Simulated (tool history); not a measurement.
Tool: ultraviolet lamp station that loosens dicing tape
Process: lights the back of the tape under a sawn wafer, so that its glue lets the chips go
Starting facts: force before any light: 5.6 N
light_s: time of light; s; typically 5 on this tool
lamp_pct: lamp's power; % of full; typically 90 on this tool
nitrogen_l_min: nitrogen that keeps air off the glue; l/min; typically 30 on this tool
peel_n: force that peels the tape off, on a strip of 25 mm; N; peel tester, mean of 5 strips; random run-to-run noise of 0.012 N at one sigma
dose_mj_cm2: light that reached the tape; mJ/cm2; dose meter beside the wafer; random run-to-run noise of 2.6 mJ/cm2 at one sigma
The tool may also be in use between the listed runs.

run 1 hour=0 | light_s=5 lamp_pct=90 nitrogen_l_min=30 | peel_n=0.523 dose_mj_cm2=335
run 2 hour=56.3 | light_s=2 lamp_pct=90 nitrogen_l_min=30 | peel_n=1.911 dose_mj_cm2=132
run 3 hour=108.4 | light_s=2 lamp_pct=90 nitrogen_l_min=30 | peel_n=1.9 dose_mj_cm2=137
run 4 hour=156.1 | light_s=2 lamp_pct=90 nitrogen_l_min=30 | peel_n=1.949 dose_mj_cm2=134
run 5 hour=184.2 | light_s=5 lamp_pct=90 nitrogen_l_min=30 | peel_n=0.523 dose_mj_cm2=338
-- hour=193.2 window cleaned of glue's vapour
run 6 hour=230.1 | light_s=5 lamp_pct=90 nitrogen_l_min=30 | peel_n=0.539 dose_mj_cm2=336
run 7 hour=255.6 | light_s=5 lamp_pct=90 nitrogen_l_min=30 | peel_n=0.519 dose_mj_cm2=337
run 8 hour=301.8 | light_s=5 lamp_pct=90 nitrogen_l_min=30 | peel_n=0.506 dose_mj_cm2=339
run 9 hour=348.8 | light_s=4 lamp_pct=63 nitrogen_l_min=17 | peel_n=1.722 dose_mj_cm2=188
run 10 hour=397.5 | light_s=4 lamp_pct=64 nitrogen_l_min=17 | peel_n=1.676 dose_mj_cm2=193
run 11 hour=453.4 | light_s=5 lamp_pct=64 nitrogen_l_min=18 | peel_n=1.203 dose_mj_cm2=237

What will run 12 give?
run 12 hour=487.6 | light_s=3 lamp_pct=90 nitrogen_l_min=16 | peel_n=? dose_mj_cm2=?

{"run 12": {"peel_n": 1.617, "dose_mj_cm2": 204}}
Without the tool's hidden state the same run would have given peel_n 1.613 N, dose_mj_cm2 204 mJ/cm2.
